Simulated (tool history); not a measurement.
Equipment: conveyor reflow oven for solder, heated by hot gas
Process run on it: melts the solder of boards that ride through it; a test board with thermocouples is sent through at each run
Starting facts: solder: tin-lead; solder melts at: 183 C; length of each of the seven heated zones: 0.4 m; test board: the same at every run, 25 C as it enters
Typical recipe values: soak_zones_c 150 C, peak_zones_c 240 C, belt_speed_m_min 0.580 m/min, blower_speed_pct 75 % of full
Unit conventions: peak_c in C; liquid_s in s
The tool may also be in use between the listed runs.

Run 1, hour 0.0: usual settings. Result: peak_c 229.6 C, liquid_s 75.6 s.
Run 2, hour 6.6: usual settings. Result: peak_c 229.4 C, liquid_s 75.6 s.
Run 3, hour 12.5: usual settings. Result: peak_c 229.5 C, liquid_s 75.5 s.
Run 4, hour 18.5: usual settings but blower_speed_pct 61 % of full. Result: peak_c 227.4 C, liquid_s 74.6 s.
Run 5, hour 28.6: usual settings but peak_zones_c 239 C. Result: peak_c 228.5 C, liquid_s 75.2 s.
Run 6, hour 35.4: usual settings but peak_zones_c 239 C, belt_speed_m_min 0.676 m/min. Result: peak_c 224.5 C, liquid_s 61.9 s.
Run 7, hour 48.8: usual settings but belt_speed_m_min 0.594 m/min. Result: peak_c 228.8 C, liquid_s 73.5 s.
Run 8, hour 59.7: usual settings but blower_speed_pct 72 % of full. Result: peak_c 229.1 C, liquid_s 75.5 s.
Run 9, hour 66.1: usual settings. Result: peak_c 229.2 C, liquid_s 75.7 s.
Run 10, hour 83.7: usual settings. Result: peak_c 229.5 C, liquid_s 75.5 s.
Run 11, hour 92.5: usual settings. Result: peak_c 229.2 C, liquid_s 75.7 s.
Run 12, hour 101.0: usual settings. Result: peak_c 229.6 C, liquid_s 75.6 s.
Run 13, hour 110.6: usual settings but blower_speed_pct 68 % of full. Result: peak_c 228.6 C, liquid_s 75.4 s.
Run 14, hour 122.9: usual settings but blower_speed_pct 68 % of full. Result: peak_c 228.4 C, liquid_s 75.1 s.
Run 15, hour 137.2: usual settings but blower_speed_pct 68 % of full. Result: peak_c 228.8 C, liquid_s 75.1 s.
Run 16, hour 150.3: usual settings but blower_speed_pct 68 % of full. Result: peak_c 228.8 C, liquid_s 75.2 s.
Run 17, hour 159.9: usual settings but belt_speed_m_min 0.517 m/min, blower_speed_pct 68 % of full. Result: peak_c 231.0 C, liquid_s 86.1 s.
Run 18, hour 170.4: usual settings but peak_zones_c 244 C, blower_speed_pct 77 % of full. Result: peak_c 233.5 C, liquid_s 77.7 s.
Run 19, hour 184.4: usual settings but soak_zones_c 138 C, peak_zones_c 252 C, belt_speed_m_min 0.579 m/min, blower_speed_pct 62 % of full. Result: peak_c 237.1 C, liquid_s 75.5 s.
Run 20, hour 192.8: usual settings but soak_zones_c 164 C, peak_zones_c 252 C, belt_speed_m_min 0.585 m/min, blower_speed_pct 51 % of full. Result: peak_c 238.4 C, liquid_s 85.6 s.
Run 21, hour 199.3: usual settings but soak_zones_c 143 C, peak_zones_c 252 C, belt_speed_m_min 0.513 m/min, blower_speed_pct 61 % of full. Result: peak_c 241.1 C, liquid_s 89.1 s.
Run 22, hour 211.0: usual settings but soak_zones_c 136 C, peak_zones_c 245 C, belt_speed_m_min 0.529 m/min, blower_speed_pct 73 % of full. Result: peak_c 234.6 C, liquid_s 80.5 s.
Run 23, hour 223.7: usual settings but soak_zones_c 158 C, belt_speed_m_min 0.676 m/min, blower_speed_pct 56 % of full. Result: peak_c 223.9 C, liquid_s 64.7 s.
Run 24, hour 235.6: usual settings but soak_zones_c 158 C, belt_speed_m_min 0.676 m/min, blower_speed_pct 56 % of full. Result: peak_c 223.8 C, liquid_s 64.8 s.
Run 25, hour 247.0: usual settings but soak_zones_c 158 C, belt_speed_m_min 0.676 m/min, blower_speed_pct 56 % of full. Result: peak_c 223.5 C, liquid_s 64.8 s.
Run 26, hour 256.8: usual settings but soak_zones_c 158 C, belt_speed_m_min 0.676 m/min, blower_speed_pct 56 % of full. Result: peak_c 223.8 C, liquid_s 64.9 s.
Run 27, hour 268.6: usual settings but soak_zones_c 163 C, belt_speed_m_min 0.565 m/min, blower_speed_pct 56 % of full. Result: peak_c 229.2 C, liquid_s 83.6 s.
Run 28, hour 281.5: usual settings but soak_zones_c 163 C, belt_speed_m_min 0.565 m/min, blower_speed_pct 56 % of full. Result: peak_c 229.4 C, liquid_s 83.8 s.
Run 29, hour 293.2: usual settings but soak_zones_c 151 C, peak_zones_c 238 C, belt_speed_m_min 0.687 m/min, blower_speed_pct 74 % of full. Result: peak_c 223.3 C, liquid_s 60.7 s.
Run 30, hour 304.3: usual settings but soak_zones_c 151 C, peak_zones_c 245 C, belt_speed_m_min 0.605 m/min, blower_speed_pct 77 % of full. Result: peak_c 233.2 C, liquid_s 74.7 s.
Run 31, hour 315.8: usual settings but soak_zones_c 151 C, peak_zones_c 245 C, belt_speed_m_min 0.605 m/min, blower_speed_pct 77 % of full. Result: peak_c 233.0 C, liquid_s 74.7 s.

Not shown here: 1 entry made in the log between runs. Locate each between two listed runs and compare the hidden state at the listed run before it with the hidden state at the listed run after it:
Between runs 9 and 10: flux residue cleaned out of gas plates and filters (hour 75.1)
  heat that the gas passes to the board, % of a clean oven's: 99.7 -> 100
